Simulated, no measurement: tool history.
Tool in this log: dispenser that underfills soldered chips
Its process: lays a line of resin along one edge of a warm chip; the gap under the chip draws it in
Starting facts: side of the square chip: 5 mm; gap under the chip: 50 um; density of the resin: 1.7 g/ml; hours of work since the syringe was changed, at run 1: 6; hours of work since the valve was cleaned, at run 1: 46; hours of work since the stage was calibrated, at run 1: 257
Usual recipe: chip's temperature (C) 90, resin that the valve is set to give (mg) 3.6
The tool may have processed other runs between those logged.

run	hour	chip's temperature (C)	resin that the valve is set to give (mg)	hours of work since the syringe was changed	hours of work since the valve was cleaned	hours of work since the stage was calibrated	time until the resin shows at the far edge (s)	resin that the valve gave (mg)
1	0	90	3.6	6	46	257	24.4	3.39
# hour 8: new syringe of resin
2	11.6	90	3.6	3	55	265	20.5	3.41
# hour 23: new syringe of resin
3	26.6	90	3.6	3	66	276	19	3.43
4	33.9	90	3.6	8	71	282	29.4	3.37
# hour 38.3: new syringe of resin
# hour 39.3: dispensing valve cleaned and set on the balance
5	51.7	90	3.6	9	9	294	31.9	3.52
# hour 54.8: new syringe of resin
6	61.3	90	3.6	5	16	301	22.9	3.53
# hour 70.3: new syringe of resin
7	73.7	82	3.6	3	25	310	25.4	3.56
8	82.8	90	3.6	9	32	316	31.6	3.47
# hour 86: new syringe of resin
9	98.6	90	3.6	9	43	328	31.9	3.47
# hour 102: new syringe of resin
10	116.5	90	3.38	11	56	341	37.1	3.22
# hour 117.7: new syringe of resin
11	124.6	90	4.03	5	62	347	23.3	3.74
# hour 133.3: new syringe of resin
# hour 141.4: dispensing valve cleaned and set on the balance
12	141.4	90	4.03	5	0	358	23.2	4.06
# hour 150.2: new syringe of resin
13	151.7	90	4.03	1	7	366	16.7	4.06
14	160.3	90	4.03	7	14	372	27.6	3.96
# hour 165.2: new syringe of resin
15	168.2	98	3.6	2	19	378	13.9	3.51
# hour 180.5: new syringe of resin
16	184.6	98	3.6	3	31	390	14.9	3.48
# hour 195.6: new syringe of resin
17	195.6	98	3.6	0	39	398	11.9	3.53
# hour 210.6: new syringe of resin
18	210.6	100	3.6	0	50	408	11.6	3.54
# hour 225.6: new syringe of resin
19	227.5	98	4.17	1	62	421	13.4	3.89
# hour 241.5: new syringe of resin
# hour 244: dispensing valve cleaned and set on the balance
20	244.2	92	3.11	1	0	432	17.1	3.18
21	251.9	97	4.51	7	6	438	21.1	4.48
# hour 258.2: new syringe of resin
22	268.5	95	3.6	8	18	450	23.2	3.5
# hour 274.3: new syringe of resin
23	276.3	103	3.39	1	23	455	10.8	3.32
24	286.7	103	3.41	9	31	463	20.8	3.33
# hour 289.7: new syringe of resin
25	298	104	3.53	6	39	471	15.8	3.37
# hour 305.9: new syringe of resin
26	305.9	103	4.6	0	45	477	10.2	4.37
27	315.9	103	4.6	7	52	484	17.7	4.41
# hour 320.9: new syringe of resin
28	330.5	89	3.69	7	63	495	27.5	3.45
# hour 336.1: new syringe of resin
# hour 347.3: dispensing valve cleaned and set on the balance
29	348.7	90	3.13	9	1	507	30.1	3.08
# hour 352.7: new syringe of resin
30	364.3	93	4.44	9	12	519	26.6	4.42
# hour 367.7: new syringe of resin
31	374	93	4.44	5	19	526	19.8	4.34
# hour 383.6: new syringe of resin
32	390.5	93	4.1	5	31	538	20.2	4
# hour 398.7: new syringe of resin
33	405.8	85	4.31	5	42	549	26.9	4.14
# hour 413.8: new syringe of resin
34	421.7	100	3.84	6	54	560	17.2	3.62

Describe how what the log doesn't record of the tool's condition differs between the last listed run preceding each entry between runs and the first listed run following it.
Run 1 -> run 2: new syringe of resin (hour 8)
  resin's viscosity, % of fresh resin's: 152.9 -> 123.7; dose that the valve gives, % of what is set: 95.83 -> 95.09; true chip temperature over the reading, C: 0.95 -> 0.98
  measured minus no-state result, time until the resin shows at the far edge (s): +8.1 -> +3.4; resin that the valve gave (mg): -0.15 -> -0.18
Run 2 -> run 3: new syringe of resin (hour 23)
  resin's viscosity, % of fresh resin's: 123.7 -> 120.9; dose that the valve gives, % of what is set: 95.09 -> 94.05; true chip temperature over the reading, C: 0.98 -> 1.02
  measured minus no-state result, time until the resin shows at the far edge (s): +3.4 -> +2.9; resin that the valve gave (mg): -0.18 -> -0.21
Run 4 -> run 5: new syringe of resin (hour 38.3); dispensing valve cleaned and set on the balance (hour 39.3)
  resin's viscosity, % of fresh resin's: 182.1 -> 198.9; dose that the valve gives, % of what is set: 93.55 -> 99.2; true chip temperature over the reading, C: 1.04 -> 1.09
  measured minus no-state result, time until the resin shows at the far edge (s): +12.9 -> +15.2; resin that the valve gave (mg): -0.23 -> -0.02
Run 5 -> run 6: new syringe of resin (hour 54.8)
  resin's viscosity, % of fresh resin's: 198.9 -> 141.9; dose that the valve gives, % of what is set: 99.2 -> 98.5; true chip temperature over the reading, C: 1.09 -> 1.12
  measured minus no-state result, time until the resin shows at the far edge (s): +15.2 -> +6.1; resin that the valve gave (mg): -0.02 -> -0.06
Run 6 -> run 7: new syringe of resin (hour 70.3)
  resin's viscosity, % of fresh resin's: 141.9 -> 119.7; dose that the valve gives, % of what is set: 98.5 -> 97.64; true chip temperature over the reading, C: 1.12 -> 1.16
  measured minus no-state result, time until the resin shows at the far edge (s): +6.1 -> +3.4; resin that the valve gave (mg): -0.06 -> -0.09
Run 8 -> run 9: new syringe of resin (hour 86)
  resin's viscosity, % of fresh resin's: 198.7 -> 202.9; dose that the valve gives, % of what is set: 97.01 -> 95.93; true chip temperature over the reading, C: 1.19 -> 1.23
  measured minus no-state result, time until the resin shows at the far edge (s): +15.2 -> +15.6; resin that the valve gave (mg): -0.1 -> -0.15
Run 9 -> run 10: new syringe of resin (hour 102)
  resin's viscosity, % of fresh resin's: 202.9 -> 226.5; dose that the valve gives, % of what is set: 95.93 -> 94.7; true chip temperature over the reading, C: 1.23 -> 1.28
  measured minus no-state result, time until the resin shows at the far edge (s): +15.6 -> +20.1; resin that the valve gave (mg): -0.15 -> -0.18
Run 10 -> run 11: new syringe of resin (hour 117.7)
  resin's viscosity, % of fresh resin's: 226.5 -> 149.1; dose that the valve gives, % of what is set: 94.7 -> 94.13; true chip temperature over the reading, C: 1.28 -> 1.31
  measured minus no-state result, time until the resin shows at the far edge (s): +20.1 -> +7; resin that the valve gave (mg): -0.18 -> -0.24
Run 11 -> run 12: new syringe of resin (hour 133.3); dispensing valve cleaned and set on the balance (hour 141.4)
  resin's viscosity, % of fresh resin's: 149.1 -> 149.4; dose that the valve gives, % of what is set: 94.13 -> 100.05; true chip temperature over the reading, C: 1.31 -> 1.36
  measured minus no-state result, time until the resin shows at the far edge (s): +7 -> +7.1; resin that the valve gave (mg): -0.24 -> +0
Run 12 -> run 13: new syringe of resin (hour 150.2)
  resin's viscosity, % of fresh resin's: 149.4 -> 107; dose that the valve gives, % of what is set: 100.05 -> 99.36; true chip temperature over the reading, C: 1.36 -> 1.39
  measured minus no-state result, time until the resin shows at the far edge (s): +7.1 -> +0.3; resin that the valve gave (mg): +0 -> -0.03
Run 14 -> run 15: new syringe of resin (hour 165.2)
  resin's viscosity, % of fresh resin's: 172.8 -> 117; dose that the valve gives, % of what is set: 98.83 -> 98.27; true chip temperature over the reading, C: 1.41 -> 1.43
  measured minus no-state result, time until the resin shows at the far edge (s): +10.9 -> +1.5; resin that the valve gave (mg): -0.04 -> -0.06
Run 15 -> run 16: new syringe of resin (hour 180.5)
  resin's viscosity, % of fresh resin's: 117 -> 123.9; dose that the valve gives, % of what is set: 98.27 -> 97.14; true chip temperature over the reading, C: 1.43 -> 1.48
  measured minus no-state result, time until the resin shows at the far edge (s): +1.5 -> +2.3; resin that the valve gave (mg): -0.06 -> -0.1
Run 16 -> run 17: new syringe of resin (hour 195.6)
  resin's viscosity, % of fresh resin's: 123.9 -> 98.9; dose that the valve gives, % of what is set: 97.14 -> 96.39; true chip temperature over the reading, C: 1.48 -> 1.52
  measured minus no-state result, time until the resin shows at the far edge (s): +2.3 -> -0.7; resin that the valve gave (mg): -0.1 -> -0.13
Run 17 -> run 18: new syringe of resin (hour 210.6)
  resin's viscosity, % of fresh resin's: 98.9 -> 101; dose that the valve gives, % of what is set: 96.39 -> 95.37; true chip temperature over the reading, C: 1.52 -> 1.57
  measured minus no-state result, time until the resin shows at the far edge (s): -0.7 -> -0.4; resin that the valve gave (mg): -0.13 -> -0.17
Run 18 -> run 19: new syringe of resin (hour 225.6)
  resin's viscosity, % of fresh resin's: 101 -> 109.4; dose that the valve gives, % of what is set: 95.37 -> 94.31; true chip temperature over the reading, C: 1.57 -> 1.62
  measured minus no-state result, time until the resin shows at the far edge (s): -0.4 -> +0.5; resin that the valve gave (mg): -0.17 -> -0.23
Run 19 -> run 20: new syringe of resin (hour 241.5); dispensing valve cleaned and set on the balance (hour 244)
  resin's viscosity, % of fresh resin's: 109.4 -> 111; dose that the valve gives, % of what is set: 94.31 -> 100.05; true chip temperature over the reading, C: 1.62 -> 1.67
  measured minus no-state result, time until the resin shows at the far edge (s): +0.5 -> +0.8; resin that the valve gave (mg): -0.23 -> +0.01
Run 21 -> run 22: new syringe of resin (hour 258.2)
  resin's viscosity, % of fresh resin's: 170.7 -> 177.2; dose that the valve gives, % of what is set: 99.51 -> 98.4; true chip temperature over the reading, C: 1.69 -> 1.75
  measured minus no-state result, time until the resin shows at the far edge (s): +8 -> +9.6; resin that the valve gave (mg): -0.02 -> -0.06
Run 22 -> run 23: new syringe of resin (hour 274.3)
  resin's viscosity, % of fresh resin's: 177.2 -> 112.2; dose that the valve gives, % of what is set: 98.4 -> 97.89; true chip temperature over the reading, C: 1.75 -> 1.77
  measured minus no-state result, time until the resin shows at the far edge (s): +9.6 -> +0.7; resin that the valve gave (mg): -0.06 -> -0.07
Run 24 -> run 25: new syringe of resin (hour 289.7)
  resin's viscosity, % of fresh resin's: 200.9 -> 157.4; dose that the valve gives, % of what is set: 97.15 -> 96.34; true chip temperature over the reading, C: 1.8 -> 1.84
  measured minus no-state result, time until the resin shows at the far edge (s): +9.8 -> +5.2; resin that the valve gave (mg): -0.09 -> -0.12
Run 25 -> run 26: new syringe of resin (hour 305.9)
  resin's viscosity, % of fresh resin's: 157.4 -> 100.7; dose that the valve gives, % of what is set: 96.34 -> 95.82; true chip temperature over the reading, C: 1.84 -> 1.86
  measured minus no-state result, time until the resin shows at the far edge (s): +5.2 -> -0.5; resin that the valve gave (mg): -0.12 -> -0.19
Run 27 -> run 28: new syringe of resin (hour 320.9)
  resin's viscosity, % of fresh resin's: 175.8 -> 171.4; dose that the valve gives, % of what is set: 95.17 -> 94.12; true chip temperature over the reading, C: 1.89 -> 1.94
  measured minus no-state result, time until the resin shows at the far edge (s): +7 -> +10.6; resin that the valve gave (mg): -0.22 -> -0.22
Run 28 -> run 29: new syringe of resin (hour 336.1); dispensing valve cleaned and set on the balance (hour 347.3)
  resin's viscosity, % of fresh resin's: 171.4 -> 192; dose that the valve gives, % of what is set: 94.12 -> 100.02; true chip temperature over the reading, C: 1.94 -> 1.99
  measured minus no-state result, time until the resin shows at the far edge (s): +10.6 -> +13.4; resin that the valve gave (mg): -0.22 -> +0
Run 29 -> run 30: new syringe of resin (hour 352.7)
  resin's viscosity, % of fresh resin's: 192 -> 189.4; dose that the valve gives, % of what is set: 100.02 -> 99.01; true chip temperature over the reading, C: 1.99 -> 2.04
  measured minus no-state result, time until the resin shows at the far edge (s): +13.4 -> +11.4; resin that the valve gave (mg): +0 -> -0.04
Run 30 -> run 31: new syringe of resin (hour 367.7)
  resin's viscosity, % of fresh resin's: 189.4 -> 142.5; dose that the valve gives, % of what is set: 99.01 -> 98.39; true chip temperature over the reading, C: 2.04 -> 2.07
  measured minus no-state result, time until the resin shows at the far edge (s): +11.4 -> +5; resin that the valve gave (mg): -0.04 -> -0.07
Run 31 -> run 32: new syringe of resin (hour 383.6)
  resin's viscosity, % of fresh resin's: 142.5 -> 148; dose that the valve gives, % of what is set: 98.39 -> 97.26; true chip temperature over the reading, C: 2.07 -> 2.12
  measured minus no-state result, time until the resin shows at the far edge (s): +5 -> +5.7; resin that the valve gave (mg): -0.07 -> -0.11
Run 32 -> run 33: new syringe of resin (hour 398.7)
  resin's viscosity, % of fresh resin's: 148 -> 147.5; dose that the valve gives, % of what is set: 97.26 -> 96.13; true chip temperature over the reading, C: 2.12 -> 2.16
  measured minus no-state result, time until the resin shows at the far edge (s): +5.7 -> +7.4; resin that the valve gave (mg): -0.11 -> -0.16
Run 33 -> run 34: new syringe of resin (hour 413.8)
  resin's viscosity, % of fresh resin's: 147.5 -> 155.7; dose that the valve gives, % of what is set: 96.13 -> 95.08; true chip temperature over the reading, C: 2.16 -> 2.21
  measured minus no-state result, time until the resin shows at the far edge (s): +7.4 -> +5.4; resin that the valve gave (mg): -0.16 -> -0.19
